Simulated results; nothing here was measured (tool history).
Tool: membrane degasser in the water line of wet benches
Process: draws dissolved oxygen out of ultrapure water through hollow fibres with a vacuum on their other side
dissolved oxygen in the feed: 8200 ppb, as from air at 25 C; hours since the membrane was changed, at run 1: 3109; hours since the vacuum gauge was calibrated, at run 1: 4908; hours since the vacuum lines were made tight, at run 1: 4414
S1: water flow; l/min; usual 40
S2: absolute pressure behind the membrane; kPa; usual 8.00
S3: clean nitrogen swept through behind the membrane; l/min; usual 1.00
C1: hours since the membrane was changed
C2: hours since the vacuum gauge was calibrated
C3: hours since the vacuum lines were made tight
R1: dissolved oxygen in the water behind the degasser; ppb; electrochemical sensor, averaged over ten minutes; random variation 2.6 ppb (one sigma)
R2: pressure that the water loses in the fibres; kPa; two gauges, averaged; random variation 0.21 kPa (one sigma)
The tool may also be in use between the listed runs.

{"run": 1, "hour": 0.0, "S1": 40, "S2": 8.0, "S3": 1.0, "C1": 3109, "C2": 4908, "C3": 4414, "R1": 390.4, "R2": 49.96}
{"run": 2, "hour": 109.1, "S1": 40, "S2": 8.0, "S3": 1.0, "C1": 3219, "C2": 5017, "C3": 4524, "R1": 390.0, "R2": 50.2}
{"run": 3, "hour": 218.0, "S1": 28, "S2": 8.0, "S3": 1.0, "C1": 3328, "C2": 5126, "C3": 4633, "R1": 287.9, "R2": 35.21}
{"run": 4, "hour": 325.4, "S1": 28, "S2": 8.0, "S3": 1.0, "C1": 3435, "C2": 5233, "C3": 4740, "R1": 287.2, "R2": 35.3}
{"run": 5, "hour": 424.7, "S1": 28, "S2": 8.0, "S3": 1.0, "C1": 3534, "C2": 5333, "C3": 4839, "R1": 286.7, "R2": 35.01}
{"run": 6, "hour": 494.5, "S1": 28, "S2": 8.0, "S3": 1.0, "C1": 3604, "C2": 5402, "C3": 4909, "R1": 283.4, "R2": 35.12}
{"run": 7, "hour": 593.6, "S1": 28, "S2": 8.0, "S3": 1.0, "C1": 3703, "C2": 5501, "C3": 5008, "R1": 287.5, "R2": 35.27}
{"run": 8, "hour": 725.0, "S1": 40, "S2": 8.0, "S3": 1.0, "C1": 3835, "C2": 5633, "C3": 5140, "R1": 391.6, "R2": 50.08}
{"run": 9, "hour": 809.4, "S1": 40, "S2": 8.0, "S3": 1.0, "C1": 3919, "C2": 5717, "C3": 5224, "R1": 393.6, "R2": 50.78}
{"run": 10, "hour": 926.6, "S1": 40, "S2": 8.0, "S3": 1.0, "C1": 4036, "C2": 5834, "C3": 5341, "R1": 395.9, "R2": 50.25}
{"run": 11, "hour": 989.6, "S1": 40, "S2": 8.0, "S3": 1.93, "C1": 4099, "C2": 5897, "C3": 5404, "R1": 234.6, "R2": 49.85}
{"run": 12, "hour": 1044.6, "S1": 40, "S2": 8.0, "S3": 1.93, "C1": 4154, "C2": 5952, "C3": 5459, "R1": 237.1, "R2": 49.83}
{"run": 13, "hour": 1164.7, "S1": 40, "S2": 8.0, "S3": 1.93, "C1": 4274, "C2": 6072, "C3": 5579, "R1": 236.1, "R2": 50.11}
{"run": 14, "hour": 1295.6, "S1": 57, "S2": 4.93, "S3": 1.93, "C1": 4405, "C2": 6203, "C3": 5710, "R1": 168.5, "R2": 72.21}
{"run": 15, "hour": 1416.3, "S1": 57, "S2": 4.93, "S3": 1.47, "C1": 4526, "C2": 6324, "C3": 5831, "R1": 197.2, "R2": 71.32}
{"run": 16, "hour": 1497.2, "S1": 64, "S2": 19.18, "S3": 1.0, "C1": 4607, "C2": 6405, "C3": 5912, "R1": 1621.4, "R2": 80.37}
{"run": 17, "hour": 1578.9, "S1": 64, "S2": 5.48, "S3": 1.0, "C1": 4688, "C2": 6487, "C3": 5993, "R1": 346.5, "R2": 80.11}
{"run": 18, "hour": 1633.0, "S1": 33, "S2": 9.16, "S3": 0.56, "C1": 4743, "C2": 6541, "C3": 6048, "R1": 622.3, "R2": 41.49}
{"run": 19, "hour": 1740.5, "S1": 37, "S2": 19.74, "S3": 1.0, "C1": 4850, "C2": 6648, "C3": 6155, "R1": 1118.6, "R2": 46.84}
{"run": 20, "hour": 1800.8, "S1": 35, "S2": 10.18, "S3": 0.9, "C1": 4910, "C2": 6709, "C3": 6215, "R1": 533.4, "R2": 44.05}
{"run": 21, "hour": 1882.6, "S1": 32, "S2": 15.65, "S3": 0.63, "C1": 4992, "C2": 6790, "C3": 6297, "R1": 1086.9, "R2": 40.04}
{"run": 22, "hour": 1996.9, "S1": 32, "S2": 15.65, "S3": 0.63, "C1": 5106, "C2": 6905, "C3": 6411, "R1": 1086.8, "R2": 40.32}
{"run": 23, "hour": 2131.1, "S1": 32, "S2": 15.65, "S3": 0.63, "C1": 5241, "C2": 7039, "C3": 6546, "R1": 1087.4, "R2": 40.35}
{"run": 24, "hour": 2231.0, "S1": 40, "S2": 8.0, "S3": 2.88, "C1": 5341, "C2": 7139, "C3": 6646, "R1": 169.7, "R2": 50.22}
{"hour": 2301.3, "done": "vacuum gauge calibrated"}
{"run": 25, "hour": 2316.9, "S1": 40, "S2": 12.29, "S3": 2.88, "C1": 5426, "C2": 16, "C3": 6731, "R1": 296.7, "R2": 50.21}

5 ways to go on from here, each from the tool as it stands after run 25. What would each give?
{"run": "A", "hour": 2431.6, "S1": 64, "S2": 13.63, "S3": 2.45, "C1": 5541, "C2": 130, "C3": 6846, "R1": "?", "R2": "?"}
{"run": "B", "hour": 2431.6, "S1": 40, "S2": 11.08, "S3": 2.88, "C1": 5541, "C2": 130, "C3": 6846, "R1": "?", "R2": "?"}
{"run": "C", "hour": 2431.6, "S1": 30, "S2": 10.77, "S3": 0.6, "C1": 5541, "C2": 130, "C3": 6846, "R1": "?", "R2": "?"}
{"run": "D", "hour": 2431.6, "S1": 40, "S2": 15.95, "S3": 2.88, "C1": 5541, "C2": 130, "C3": 6846, "R1": "?", "R2": "?"}
{"run": "E", "hour": 2431.6, "S1": 25, "S2": 17.65, "S3": 1.0, "C1": 5541, "C2": 130, "C3": 6846, "R1": "?", "R2": "?"}

run=A R1=627.9 R2=80.88
run=B R1=261.1 R2=50.62
run=C R1=686.9 R2=38.12
run=D R1=407.8 R2=50.76
run=E R1=727.3 R2=31.48
Without the tool's hidden state the same runs would have given:
run=A R1=619.2 R2=78.70
run=B R1=258.5 R2=49.25
run=C R1=687.3 R2=37.10
run=D R1=404.9 R2=49.39
run=E R1=725.9 R2=30.63

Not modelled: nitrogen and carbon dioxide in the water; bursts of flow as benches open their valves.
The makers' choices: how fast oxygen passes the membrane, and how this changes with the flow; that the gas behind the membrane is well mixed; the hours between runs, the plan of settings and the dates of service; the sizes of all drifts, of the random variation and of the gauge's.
